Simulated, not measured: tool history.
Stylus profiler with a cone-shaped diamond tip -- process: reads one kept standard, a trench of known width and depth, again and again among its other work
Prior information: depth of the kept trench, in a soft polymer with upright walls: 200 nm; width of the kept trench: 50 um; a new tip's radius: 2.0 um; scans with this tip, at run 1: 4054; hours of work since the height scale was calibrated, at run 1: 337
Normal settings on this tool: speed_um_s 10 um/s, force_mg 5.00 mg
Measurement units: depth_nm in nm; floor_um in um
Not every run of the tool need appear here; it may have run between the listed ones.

run,hour,speed_um_s,force_mg,scans with this tip,hours of work since the height scale was calibrated,depth_nm,floor_um
1,0.0,10,5.00,4054,337,203.81,48.13
2,14.2,10,5.00,4126,343,203.82,48.07
3,30.5,10,5.00,4209,350,203.86,48.06
4,45.7,28,5.00,4286,356,203.87,48.03
5,62.4,10,5.00,4371,363,203.84,48.08
6,77.5,10,3.02,4448,369,202.79,48.04
7,91.0,9,8.88,4516,375,205.59,48.09

Run 8 is up next; what results do you expect?
# hour 93.2: height scale calibrated on a step standard
8,103.8,6,5.00,4579,4,?,?

Run 8 measured depth_nm 203.99 nm, floor_um 48.09 um.
With no hidden state in the tool, this same run would have given depth_nm 203.65 nm, floor_um 48.27 um.
